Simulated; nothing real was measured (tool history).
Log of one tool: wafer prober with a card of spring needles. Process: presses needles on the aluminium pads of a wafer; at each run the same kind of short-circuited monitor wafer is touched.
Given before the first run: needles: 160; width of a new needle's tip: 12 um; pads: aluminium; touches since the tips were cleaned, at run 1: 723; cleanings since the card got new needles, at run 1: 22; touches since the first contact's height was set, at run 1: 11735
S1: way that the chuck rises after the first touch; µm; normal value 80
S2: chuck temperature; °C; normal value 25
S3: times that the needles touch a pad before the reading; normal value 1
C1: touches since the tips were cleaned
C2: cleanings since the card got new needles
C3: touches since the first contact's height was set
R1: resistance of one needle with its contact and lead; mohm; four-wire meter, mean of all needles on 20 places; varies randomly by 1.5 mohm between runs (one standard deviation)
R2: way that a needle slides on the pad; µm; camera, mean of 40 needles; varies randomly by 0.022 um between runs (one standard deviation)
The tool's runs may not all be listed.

run,hour,S1,S2,S3,C1,C2,C3,R1,R2
1,0.0,80,25,1,723,22,11735,149,19.45
2,15.5,80,25,2,4795,22,15807,151,19.41
# hour 16.8: tips cleaned on abrasive film
3,30.4,73,25,1,3576,23,19707,149,17.71
# hour 35.8: tips cleaned on abrasive film
4,43.5,80,28,1,2041,24,23142,145,19.46
# hour 54.7: tips cleaned on abrasive film
5,60.0,80,88,1,1412,25,27457,159,19.46
# hour 73.6: tips cleaned on abrasive film
6,85.6,80,88,1,3158,26,34150,160,19.43
# hour 93.4: tips cleaned on abrasive film
7,107.8,80,88,1,3801,27,39980,159,19.46
# hour 113.6: tips cleaned on abrasive film
8,132.2,80,88,1,4876,28,46364,163,19.45
# hour 133.7: tips cleaned on abrasive film
# hour 153.9: tips cleaned on abrasive film
9,154.8,80,102,1,217,30,52263,161,19.42
# hour 173.2: tips cleaned on abrasive film
10,174.5,80,102,1,334,31,57436,162,19.43
# hour 192.8: tips cleaned on abrasive film
11,198.8,89,47,1,1586,32,63802,151,21.61
# hour 211.5: tips cleaned on abrasive film
12,219.9,63,41,1,2201,33,69328,155,15.32
# hour 231.8: tips cleaned on abrasive film
13,234.9,93,94,2,808,34,73249,157,22.63
# hour 251.2: tips cleaned on abrasive film
14,251.3,93,120,2,37,35,77547,162,22.58
15,266.4,67,105,1,4017,35,81527,161,16.25

Predict each of these 5 candidate next runs independently; none follows another, all start after run 15:
# hour 269.9: tips cleaned on abrasive film
A,281.3,71,105,1,3001,36,85426,?,?
# hour 269.9: tips cleaned on abrasive film
B,281.3,100,37,2,3001,36,85426,?,?
# hour 269.9: tips cleaned on abrasive film
C,281.3,80,58,1,3001,36,85426,?,?
# hour 269.9: tips cleaned on abrasive film
D,281.3,80,39,2,3001,36,85426,?,?
# hour 269.9: tips cleaned on abrasive film
E,281.3,95,39,1,3001,36,85426,?,?

run,R1,R2
A,163,17.20
B,151,24.30
C,152,19.43
D,149,19.42
E,150,23.10
With no hidden state in the tool, these same runs would have given:
run,R1,R2
A,162,17.21
B,150,24.31
C,151,19.43
D,148,19.43
E,149,23.10
